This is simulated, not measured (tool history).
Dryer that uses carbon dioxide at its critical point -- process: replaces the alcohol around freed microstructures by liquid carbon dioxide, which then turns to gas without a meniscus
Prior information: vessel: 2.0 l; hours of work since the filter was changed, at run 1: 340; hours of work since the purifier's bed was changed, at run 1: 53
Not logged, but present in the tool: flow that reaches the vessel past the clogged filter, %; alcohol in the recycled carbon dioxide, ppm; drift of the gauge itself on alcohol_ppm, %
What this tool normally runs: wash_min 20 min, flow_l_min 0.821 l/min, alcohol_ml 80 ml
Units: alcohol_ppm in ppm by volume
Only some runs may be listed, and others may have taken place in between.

run,hour,wash_min,flow_l_min,alcohol_ml,hours of work since the filter was changed,hours of work since the purifier's bed was changed,alcohol_ppm
1,0.0,20,0.821,80,340,53,93
2,31.4,20,0.821,80,359,72,87
3,51.5,20,0.821,76,372,85,88
4,91.3,20,0.821,76,397,109,105
5,135.5,18,0.821,80,424,137,198
6,183.0,18,0.821,80,454,167,224
7,215.3,18,0.821,80,474,187,225
# hour 230.9: inlet filter changed
8,249.6,18,0.821,80,12,208,92
9,274.3,18,0.821,35,27,223,60
10,307.5,23,0.821,35,48,244,45
11,341.5,20,0.821,80,69,265,78
12,386.7,20,0.821,80,97,293,81
13,405.9,20,0.821,80,109,305,78
14,428.4,20,0.821,80,123,319,89
15,474.8,20,0.821,80,152,348,99
16,501.3,20,0.821,80,169,365,99
17,548.0,20,0.902,80,198,394,87
18,593.3,20,0.902,52,226,422,82
19,632.7,18,0.821,80,251,447,188
20,677.1,13,0.821,80,278,474,707
21,703.3,13,0.821,80,295,491,702
22,739.5,20,0.548,80,317,513,635
23,773.7,20,0.548,80,339,535,662
24,814.2,20,0.548,80,364,560,680
25,846.9,13,0.598,61,384,580,1681
26,880.3,20,0.821,44,405,601,137
27,927.0,20,0.821,44,434,630,142
28,967.6,20,0.821,44,460,656,142
# hour 1005.0: inlet filter changed
29,1010.5,20,0.592,23,3,682,155
30,1033.9,20,0.592,23,18,696,170
31,1063.9,20,0.592,23,37,715,165
32,1110.4,12,0.708,80,66,744,1098
33,1136.5,12,0.708,80,82,761,1128
34,1183.2,12,0.708,80,111,790,1191
35,1211.3,25,1.024,79,129,807,113
36,1236.3,25,1.024,79,144,823,114
37,1256.0,12,0.577,51,157,835,1515
38,1285.4,26,0.495,74,175,853,284
39,1326.1,14,0.518,74,200,879,2026
# hour 1354.9: purifier's bed changed
40,1375.5,24,0.518,111,229,13,365
41,1406.2,24,0.518,111,249,32,387
42,1438.8,20,0.586,35,269,52,165
43,1467.7,16,0.586,35,287,70,433
44,1501.3,16,1.243,54,308,91,34
45,1528.2,20,0.821,27,325,108,48
46,1573.1,20,0.530,83,353,136,700
47,1609.2,12,0.630,34,375,159,976

What if the next run were any one of these 3? Each begins from the tool's condition after run 47:
A,1629.0,14,0.495,66,388,171,?
B,1629.0,29,1.180,29,388,171,?
C,1629.0,16,0.821,80,388,171,?

run,alcohol_ppm
A,2346
B,29
C,315
Stripped of hidden state, with their random variation kept, the same runs would have yielded:
run,alcohol_ppm
A,1467
B,5
C,126
